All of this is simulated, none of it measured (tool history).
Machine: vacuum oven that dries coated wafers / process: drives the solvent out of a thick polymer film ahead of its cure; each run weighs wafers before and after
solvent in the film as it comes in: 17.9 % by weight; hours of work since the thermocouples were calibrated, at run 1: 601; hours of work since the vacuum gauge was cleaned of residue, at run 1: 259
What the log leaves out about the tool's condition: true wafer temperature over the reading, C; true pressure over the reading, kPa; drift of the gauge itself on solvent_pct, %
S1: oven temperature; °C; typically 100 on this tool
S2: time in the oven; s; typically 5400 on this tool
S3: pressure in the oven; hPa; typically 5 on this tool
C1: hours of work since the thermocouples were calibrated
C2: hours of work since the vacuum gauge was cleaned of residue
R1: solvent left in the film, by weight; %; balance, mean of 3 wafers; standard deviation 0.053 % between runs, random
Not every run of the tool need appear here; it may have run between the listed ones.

run 1 hour=0 | S1=100 S2=5400 S3=5 | C1=601 C2=259 | R1=1.43
run 2 hour=8.8 | S1=100 S2=5400 S3=5 | C1=605 C2=264 | R1=1.49
run 3 hour=19.2 | S1=100 S2=9240 S3=5 | C1=611 C2=269 | R1=0.71
run 4 hour=28 | S1=100 S2=9240 S3=5 | C1=616 C2=274 | R1=0.92
run 5 hour=48.5 | S1=100 S2=5400 S3=2.86 | C1=627 C2=285 | R1=1.24
run 6 hour=68.2 | S1=100 S2=5340 S3=5 | C1=637 C2=296 | R1=1.62
run 7 hour=86.5 | S1=100 S2=5340 S3=5 | C1=647 C2=305 | R1=1.49
run 8 hour=103.9 | S1=100 S2=6180 S3=5 | C1=657 C2=315 | R1=1.3
run 9 hour=120 | S1=100 S2=5400 S3=5 | C1=665 C2=323 | R1=1.45
run 10 hour=128.6 | S1=100 S2=5400 S3=5 | C1=670 C2=328 | R1=1.41
-- hour=131.8 vacuum gauge cleaned of residue and calibrated
run 11 hour=138.5 | S1=100 S2=4080 S3=5 | C1=674 C2=4 | R1=2.27
run 12 hour=147.3 | S1=91 S2=4800 S3=3.18 | C1=679 C2=8 | R1=3.53
run 13 hour=165.9 | S1=107 S2=7260 S3=14.1 | C1=689 C2=18 | R1=1.46
run 14 hour=175 | S1=107 S2=7260 S3=14.1 | C1=694 C2=23 | R1=1.56
run 15 hour=183.8 | S1=107 S2=7260 S3=14.1 | C1=699 C2=28 | R1=1.47
-- hour=201.4 vacuum gauge cleaned of residue and calibrated, once more
run 16 hour=204.1 | S1=96 S2=4020 S3=19.25 | C1=709 C2=1 | R1=4.88
run 17 hour=223.8 | S1=96 S2=4020 S3=19.25 | C1=720 C2=12 | R1=4.96
run 18 hour=242.4 | S1=91 S2=8340 S3=6.07 | C1=730 C2=22 | R1=1.83
run 19 hour=254.5 | S1=100 S2=5400 S3=10.55 | C1=736 C2=29 | R1=2.05
run 20 hour=273.2 | S1=100 S2=5400 S3=10.55 | C1=746 C2=39 | R1=2.03

Consider 3 possible next runs. They are alternatives, not a sequence: every one starts from the tool as it was left by run 20. What does each give?
run A hour=286.5 | S1=88 S2=5400 S3=10.55 | C1=753 C2=46 | R1=?
run B hour=286.5 | S1=100 S2=3780 S3=16.46 | C1=753 C2=46 | R1=?
run C hour=286.5 | S1=106 S2=5640 S3=5 | C1=753 C2=46 | R1=?

run=A R1=4.88
run=B R1=3.66
run=C R1=0.74
Had the tool no hidden state, the same runs would have come out as:
run=A R1=5.64
run=B R1=4.28
run=C R1=0.92
